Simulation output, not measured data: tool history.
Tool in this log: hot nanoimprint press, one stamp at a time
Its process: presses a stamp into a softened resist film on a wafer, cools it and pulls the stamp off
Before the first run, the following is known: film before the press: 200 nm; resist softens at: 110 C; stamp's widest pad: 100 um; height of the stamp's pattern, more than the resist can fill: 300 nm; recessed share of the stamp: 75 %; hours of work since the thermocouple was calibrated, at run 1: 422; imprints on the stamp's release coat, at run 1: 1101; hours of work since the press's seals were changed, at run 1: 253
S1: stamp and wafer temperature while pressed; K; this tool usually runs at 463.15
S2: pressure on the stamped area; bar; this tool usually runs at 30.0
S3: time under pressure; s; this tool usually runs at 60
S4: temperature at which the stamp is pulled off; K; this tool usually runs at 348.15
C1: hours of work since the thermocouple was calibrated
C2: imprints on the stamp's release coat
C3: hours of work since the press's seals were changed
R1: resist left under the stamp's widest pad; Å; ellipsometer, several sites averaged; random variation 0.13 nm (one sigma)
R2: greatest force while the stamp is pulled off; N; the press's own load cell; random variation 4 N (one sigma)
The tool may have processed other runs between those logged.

| run | day | S1 | S2 | S3 | S4 | C1 | C2 | C3 | R1 | R2 |
|---|---|---|---|---|---|---|---|---|---|---|
| 1 | 0.000 | 463.15 | 30.0 | 60 | 348.15 | 422 | 1101 | 253 | 892 | 236 |
| 2 | 1.546 | 463.15 | 30.0 | 60 | 348.15 | 450 | 1269 | 281 | 893 | 237 |
|  | 2.717 | stamp cleaned and given a new release coat |
| 3 | 3.000 | 463.15 | 30.0 | 60 | 348.15 | 472 | 31 | 302 | 896 | 231 |
|  | 3.892 | plate thermocouple calibrated |
| 4 | 4.562 | 463.15 | 30.0 | 60 | 348.15 | 12 | 187 | 328 | 896 | 242 |
| 5 | 6.325 | 463.15 | 30.0 | 60 | 348.15 | 44 | 378 | 360 | 894 | 230 |
| 6 | 8.012 | 463.15 | 30.0 | 43 | 348.15 | 74 | 561 | 390 | 1015 | 241 |
| 7 | 9.692 | 463.15 | 30.0 | 43 | 348.15 | 104 | 743 | 420 | 1019 | 241 |
| 8 | 11.450 | 463.15 | 30.0 | 43 | 348.15 | 136 | 934 | 452 | 1016 | 236 |
| 9 | 13.988 | 463.15 | 30.0 | 43 | 348.15 | 182 | 1209 | 498 | 1021 | 239 |
| 10 | 15.067 | 463.15 | 30.0 | 43 | 348.15 | 201 | 1326 | 517 | 1019 | 235 |
|  | 15.679 | stamp cleaned and given a new release coat |
| 11 | 17.238 | 463.15 | 30.0 | 43 | 348.15 | 236 | 169 | 552 | 1021 | 241 |
| 12 | 18.808 | 463.15 | 30.0 | 102 | 348.15 | 264 | 340 | 580 | 726 | 230 |
| 13 | 20.571 | 463.15 | 30.0 | 102 | 348.15 | 296 | 531 | 612 | 726 | 240 |
| 14 | 23.050 | 463.15 | 30.0 | 102 | 348.15 | 341 | 800 | 657 | 725 | 234 |
| 15 | 24.862 | 463.15 | 30.0 | 102 | 348.15 | 373 | 996 | 689 | 723 | 238 |
| 16 | 27.104 | 463.15 | 30.0 | 102 | 348.15 | 414 | 1240 | 730 | 726 | 245 |
|  | 28.538 | stamp cleaned and given a new release coat |
| 17 | 28.858 | 461.15 | 36.0 | 102 | 348.15 | 441 | 35 | 757 | 708 | 237 |
| 18 | 31.071 | 463.15 | 30.0 | 84 | 348.15 | 480 | 275 | 796 | 787 | 244 |
|  | 31.488 | plate thermocouple calibrated |
| 19 | 32.958 | 462.15 | 30.0 | 84 | 348.15 | 27 | 466 | 828 | 813 | 234 |
| 20 | 34.625 | 463.15 | 35.4 | 60 | 342.15 | 57 | 646 | 858 | 846 | 265 |
| 21 | 36.833 | 463.15 | 35.4 | 60 | 342.15 | 96 | 886 | 898 | 843 | 272 |
| 22 | 38.812 | 463.15 | 35.4 | 60 | 342.15 | 132 | 1100 | 934 | 843 | 270 |
| 23 | 40.800 | 463.15 | 35.4 | 60 | 342.15 | 168 | 1316 | 969 | 847 | 270 |
|  | 41.408 | stamp cleaned and given a new release coat |
| 24 | 42.333 | 457.15 | 30.7 | 61 | 339.15 | 191 | 100 | 993 | 1045 | 295 |
| 25 | 43.917 | 457.15 | 20.2 | 83 | 339.15 | 219 | 272 | 1021 | 1100 | 290 |
| 26 | 45.258 | 463.15 | 30.0 | 45 | 344.15 | 244 | 418 | 1045 | 1013 | 253 |
| 27 | 47.788 | 463.15 | 41.8 | 66 | 338.15 | 289 | 692 | 1091 | 755 | 287 |
| 28 | 49.633 | 463.15 | 41.8 | 66 | 338.15 | 322 | 892 | 1124 | 758 | 288 |
| 29 | 51.008 | 463.15 | 41.8 | 66 | 338.15 | 347 | 1041 | 1149 | 758 | 289 |

3 options for the next run, each taken on its own from the tool as it stands now. Forecast them:
|  | 52.438 | press's hydraulic seals changed and the load cell set to zero |
| A | 52.888 | 463.15 | 28.1 | 72 | 351.15 | 375 | 1209 | 8 | ? | ? |
|  | 52.438 | press's hydraulic seals changed and the load cell set to zero |
| B | 52.888 | 463.15 | 23.9 | 90 | 353.15 | 375 | 1209 | 8 | ? | ? |
|  | 52.438 | press's hydraulic seals changed and the load cell set to zero |
| C | 52.888 | 463.15 | 21.7 | 94 | 354.15 | 375 | 1209 | 8 | ? | ? |

| run | R1 | R2 |
|---|---|---|
| A | 874 | 216 |
| B | 855 | 210 |
| C | 875 | 196 |
Without the tool's unlogged condition, the same runs would have read:
| run | R1 | R2 |
|---|---|---|
| A | 856 | 215 |
| B | 838 | 210 |
| C | 858 | 195 |

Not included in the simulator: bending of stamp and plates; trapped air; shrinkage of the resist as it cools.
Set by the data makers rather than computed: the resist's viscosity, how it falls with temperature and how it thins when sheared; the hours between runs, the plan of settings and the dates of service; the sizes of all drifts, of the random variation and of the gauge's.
